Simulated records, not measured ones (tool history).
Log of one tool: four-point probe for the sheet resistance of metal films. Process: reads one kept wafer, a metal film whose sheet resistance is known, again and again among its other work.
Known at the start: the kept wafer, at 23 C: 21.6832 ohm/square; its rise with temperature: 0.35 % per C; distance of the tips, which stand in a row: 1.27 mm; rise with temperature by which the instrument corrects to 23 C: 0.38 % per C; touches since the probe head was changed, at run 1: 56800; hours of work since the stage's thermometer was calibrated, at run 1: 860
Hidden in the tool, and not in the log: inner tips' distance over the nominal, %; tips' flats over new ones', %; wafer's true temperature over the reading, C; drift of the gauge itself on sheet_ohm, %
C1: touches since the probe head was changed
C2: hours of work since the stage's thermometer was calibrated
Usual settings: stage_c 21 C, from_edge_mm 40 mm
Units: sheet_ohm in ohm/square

run 1 day=0.000 | stage_c=21 from_edge_mm=40 | C1=56800 C2=860 | sheet_ohm=21.808865
run 2 day=2.650 | stage_c=21 from_edge_mm=40 | C1=59557 C2=901 | sheet_ohm=21.823617
run 3 day=4.896 | stage_c=19 from_edge_mm=40 | C1=61895 C2=937 | sheet_ohm=21.837861
run 4 day=6.812 | stage_c=21 from_edge_mm=18 | C1=63892 C2=967 | sheet_ohm=21.875900
run 5 day=9.442 | stage_c=24 from_edge_mm=40 | C1=66626 C2=1008 | sheet_ohm=21.818279
run 6 day=13.633 | stage_c=21 from_edge_mm=40 | C1=70990 C2=1075 | sheet_ohm=21.846303
run 7 day=15.404 | stage_c=21 from_edge_mm=40 | C1=72833 C2=1102 | sheet_ohm=21.848448
run 8 day=19.021 | stage_c=30 from_edge_mm=40 | C1=76596 C2=1159 | sheet_ohm=21.809141
-- day=19.438 stage's thermometer calibrated
run 9 day=22.629 | stage_c=21 from_edge_mm=40 | C1=80332 C2=50 | sheet_ohm=21.880761
run 10 day=25.100 | stage_c=33 from_edge_mm=70 | C1=82901 C2=89 | sheet_ohm=21.787609
run 11 day=26.917 | stage_c=19 from_edge_mm=56 | C1=84795 C2=118 | sheet_ohm=21.890334
run 12 day=29.150 | stage_c=19 from_edge_mm=56 | C1=87118 C2=153 | sheet_ohm=21.897127
run 13 day=31.142 | stage_c=32 from_edge_mm=11 | C1=89189 C2=184 | sheet_ohm=21.969711
run 14 day=33.171 | stage_c=32 from_edge_mm=11 | C1=91301 C2=216 | sheet_ohm=21.970972

The next listed run, before its measurement:
run 15 day=34.938 | stage_c=18 from_edge_mm=40 | C1=93141 C2=244 | sheet_ohm=?

sheet_ohm: 21.931234 ohm/square
Without the tool's hidden state the same run would have given sheet_ohm 21.732586 ohm/square.
